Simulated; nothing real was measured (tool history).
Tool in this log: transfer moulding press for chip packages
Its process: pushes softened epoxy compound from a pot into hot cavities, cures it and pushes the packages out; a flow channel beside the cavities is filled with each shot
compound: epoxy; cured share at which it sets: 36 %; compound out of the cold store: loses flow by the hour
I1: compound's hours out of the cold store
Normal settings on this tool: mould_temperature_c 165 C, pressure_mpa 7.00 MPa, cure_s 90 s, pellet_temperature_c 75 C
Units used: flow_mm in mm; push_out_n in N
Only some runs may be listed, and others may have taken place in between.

Run 1, hour 0.0: usual settings; I1 45.8. Result: flow_mm 459 mm, push_out_n 545 N.
Run 2, hour 76.8: usual settings but cure_s 115 s; I1 26.0. Result: flow_mm 508 mm, push_out_n 448 N.
Run 3, hour 136.0: usual settings but cure_s 115 s, pellet_temperature_c 81 C; I1 16.0. Result: flow_mm 534 mm, push_out_n 441 N.
Run 4, hour 212.8: usual settings but cure_s 115 s, pellet_temperature_c 81 C; I1 19.6. Result: flow_mm 529 mm, push_out_n 460 N.
Run 5, hour 261.0: usual settings but pellet_temperature_c 73 C; I1 9.0. Result: flow_mm 552 mm, push_out_n 606 N.
Run 6, hour 305.9: usual settings; I1 45.9. Result: flow_mm 460 mm, push_out_n 546 N.
Run 7, hour 377.4: usual settings but pellet_temperature_c 84 C; I1 40.8. Result: flow_mm 465 mm, push_out_n 538 N.
Run 8, hour 420.4: usual settings; I1 37.2. Result: flow_mm 481 mm, push_out_n 558 N.
Run 9, hour 454.8: usual settings; I1 14.9. Result: flow_mm 540 mm, push_out_n 603 N.
Run 10, hour 490.1: usual settings; I1 29.3. Result: flow_mm 502 mm, push_out_n 569 N.
Run 11, hour 533.9: usual settings; I1 47.0. Result: flow_mm 464 mm, push_out_n 522 N.
Run 12, hour 571.4: usual settings; I1 35.3. Result: flow_mm 488 mm, push_out_n 531 N.
Run 13, hour 617.0: usual settings; I1 21.3. Result: flow_mm 522 mm, push_out_n 578 N.
Run 14, hour 651.8: usual settings but mould_temperature_c 171 C; I1 26.8. Result: flow_mm 495 mm, push_out_n 460 N.
Run 15, hour 721.5: usual settings but mould_temperature_c 173 C, pressure_mpa 5.73 MPa, cure_s 74 s; I1 41.7. Result: flow_mm 423 mm, push_out_n 532 N.
Run 16, hour 759.1: usual settings but mould_temperature_c 162 C, pressure_mpa 5.31 MPa, pellet_temperature_c 76 C; I1 38.1. Result: flow_mm 424 mm, push_out_n 650 N.
Run 17, hour 813.5: usual settings but mould_temperature_c 162 C, pressure_mpa 5.31 MPa, pellet_temperature_c 76 C; I1 10.5. Result: flow_mm 487 mm, push_out_n 688 N.
Run 18, hour 882.4: usual settings but mould_temperature_c 167 C, pressure_mpa 6.36 MPa, cure_s 91 s, pellet_temperature_c 73 C; I1 10.2. Result: flow_mm 521 mm, push_out_n 548 N.
Run 19, hour 957.4: usual settings but mould_temperature_c 161 C, pressure_mpa 6.19 MPa, cure_s 92 s; I1 24.6. Result: flow_mm 479 mm, push_out_n 687 N.
Run 20, hour 1015.0: usual settings but mould_temperature_c 162 C, cure_s 125 s; I1 28.4. Result: flow_mm 511 mm, push_out_n 435 N.
Run 21, hour 1049.7: usual settings but pressure_mpa 8.08 MPa, pellet_temperature_c 79 C; I1 25.5. Result: flow_mm 539 mm, push_out_n 613 N.
Run 22, hour 1106.8: usual settings but mould_temperature_c 162 C, pressure_mpa 5.63 MPa, pellet_temperature_c 70 C; I1 31.8. Result: flow_mm 442 mm, push_out_n 690 N.
Run 23, hour 1169.1: usual settings but pressure_mpa 5.54 MPa, cure_s 72 s, pellet_temperature_c 77 C; I1 16.3. Result: flow_mm 478 mm, push_out_n 1047 N.
Run 24, hour 1233.7: usual settings but mould_temperature_c 168 C, pressure_mpa 6.23 MPa, cure_s 108 s, pellet_temperature_c 66 C; I1 16.8. Result: flow_mm 491 mm, push_out_n 429 N.
Run 25, hour 1266.2: usual settings but pressure_mpa 8.10 MPa; I1 13.5. Result: flow_mm 583 mm, push_out_n 570 N.
Run 26, hour 1343.7: usual settings; I1 8.2. Result: flow_mm 557 mm, push_out_n 605 N.
Run 27, hour 1408.2: usual settings but cure_s 75 s; I1 40.3. Result: flow_mm 477 mm, push_out_n 814 N.
Run 28, hour 1474.8: usual settings but cure_s 80 s; I1 17.7. Result: flow_mm 526 mm, push_out_n 743 N.

Put back what was entered between runs (18 entries, withheld): which listed runs does each sit between, and how does the hidden state differ from the listed run before to the listed run after?
In the gap between runs 1 and 2: cavities cleaned with cleaning compound and waxed (hour 10.5)
  pressure that reaches the compound, % of what is set: 99.88 -> 99.84; grip of the stained cavities, % over clean ones': 1.7 -> 1.4
  what was measured, less what the result would be without the hidden state, push_out_n: +9 -> +6 N
In the gap between runs 2 and 3: cavities cleaned with cleaning compound and waxed (hour 118.0)
  pressure that reaches the compound, % of what is set: 99.84 -> 99.8; grip of the stained cavities, % over clean ones': 1.4 -> 0.5
  what was measured, less what the result would be without the hidden state, push_out_n: +6 -> +3 N
In the gap between runs 4 and 5: cavities cleaned with cleaning compound and waxed (hour 229.1)
  pressure that reaches the compound, % of what is set: 99.75 -> 99.72; grip of the stained cavities, % over clean ones': 1.7 -> 0.9
  what was measured, less what the result would be without the hidden state, push_out_n: +8 -> +6 N
In the gap between runs 5 and 6: plunger's sealing rings changed (hour 268.1)
  pressure that reaches the compound, % of what is set: 99.72 -> 99.96; grip of the stained cavities, % over clean ones': 0.9 -> 1.5
  what was measured, less what the result would be without the hidden state, push_out_n: +6 -> +9 N
In the gap between runs 6 and 7: cavities cleaned with cleaning compound and waxed (hour 340.8)
  pressure that reaches the compound, % of what is set: 99.96 -> 99.92; grip of the stained cavities, % over clean ones': 1.5 -> 1
  what was measured, less what the result would be without the hidden state, push_out_n: +9 -> +5 N
In the gap between runs 8 and 9: cavities cleaned with cleaning compound and waxed (hour 448.7)
  pressure that reaches the compound, % of what is set: 99.89 -> 99.87; grip of the stained cavities, % over clean ones': 1.5 -> 0.2
  what was measured, less what the result would be without the hidden state, push_out_n: +9 -> +2 N
In the gap between runs 11 and 12: cavities cleaned with cleaning compound and waxed (hour 557.2)
  pressure that reaches the compound, % of what is set: 99.83 -> 99.81; grip of the stained cavities, % over clean ones': 1.6 -> 0.4
  what was measured, less what the result would be without the hidden state, push_out_n: +8 -> +2 N
In the gap between runs 14 and 15: cavities cleaned with cleaning compound and waxed (hour 666.1)
  pressure that reaches the compound, % of what is set: 99.76 -> 99.72; grip of the stained cavities, % over clean ones': 1.6 -> 1.3
  what was measured, less what the result would be without the hidden state, push_out_n: +7 -> +7 N
In the gap between runs 15 and 16: plunger's sealing rings changed (hour 742.2)
  pressure that reaches the compound, % of what is set: 99.72 -> 99.97; grip of the stained cavities, % over clean ones': 1.3 -> 1.6
  what was measured, less what the result would be without the hidden state, push_out_n: +7 -> +11 N
In the gap between runs 16 and 17: cavities cleaned with cleaning compound and waxed (hour 775.7)
  pressure that reaches the compound, % of what is set: 99.97 -> 99.95; grip of the stained cavities, % over clean ones': 1.6 -> 1
  what was measured, less what the result would be without the hidden state, push_out_n: +11 -> +8 N
In the gap between runs 17 and 18: mould's thermocouples calibrated (hour 872.5)
  true mould temperature over the reading, C: -0.02 -> 0; pressure that reaches the compound, % of what is set: 99.95 -> 99.9; grip of the stained cavities, % over clean ones': 1 -> 1.7
  what was measured, less what the result would be without the hidden state, push_out_n: +8 -> +9 N
In the gap between runs 18 and 19: cavities cleaned with cleaning compound and waxed (hour 891.4)
  pressure that reaches the compound, % of what is set: 99.9 -> 99.86; grip of the stained cavities, % over clean ones': 1.7 -> 1.4
  what was measured, less what the result would be without the hidden state, push_out_n: +9 -> +10 N
In the gap between runs 19 and 20: cavities cleaned with cleaning compound and waxed (hour 1002.7)
  pressure that reaches the compound, % of what is set: 99.86 -> 99.82; grip of the stained cavities, % over clean ones': 1.4 -> 0.4
  what was measured, less what the result would be without the hidden state, push_out_n: +10 -> +2 N
In the gap between runs 22 and 23: cavities cleaned with cleaning compound and waxed (hour 1114.3)
  true mould temperature over the reading, C: 0 -> -0.01; pressure that reaches the compound, % of what is set: 99.76 -> 99.73; grip of the stained cavities, % over clean ones': 1.7 -> 1.2
  what was measured, less what the result would be without the hidden state, push_out_n: +12 -> +13 N
In the gap between runs 23 and 24: plunger's sealing rings changed (hour 1217.7); cavities cleaned with cleaning compound and waxed (hour 1226.4)
  pressure that reaches the compound, % of what is set: 99.73 -> 99.99; grip of the stained cavities, % over clean ones': 1.2 -> 0.2
  what was measured, less what the result would be without the hidden state, push_out_n: +13 -> +1 N
In the gap between runs 25 and 26: cavities cleaned with cleaning compound and waxed (hour 1337.7)
  pressure that reaches the compound, % of what is set: 99.97 -> 99.92; grip of the stained cavities, % over clean ones': 1 -> 0.2
  what was measured, less what the result would be without the hidden state, push_out_n: +6 -> +2 N
In the gap between runs 27 and 28: cavities cleaned with cleaning compound and waxed (hour 1445.5)
  pressure that reaches the compound, % of what is set: 99.89 -> 99.85; grip of the stained cavities, % over clean ones': 1.5 -> 0.9
  what was measured, less what the result would be without the hidden state, push_out_n: +13 -> +7 N
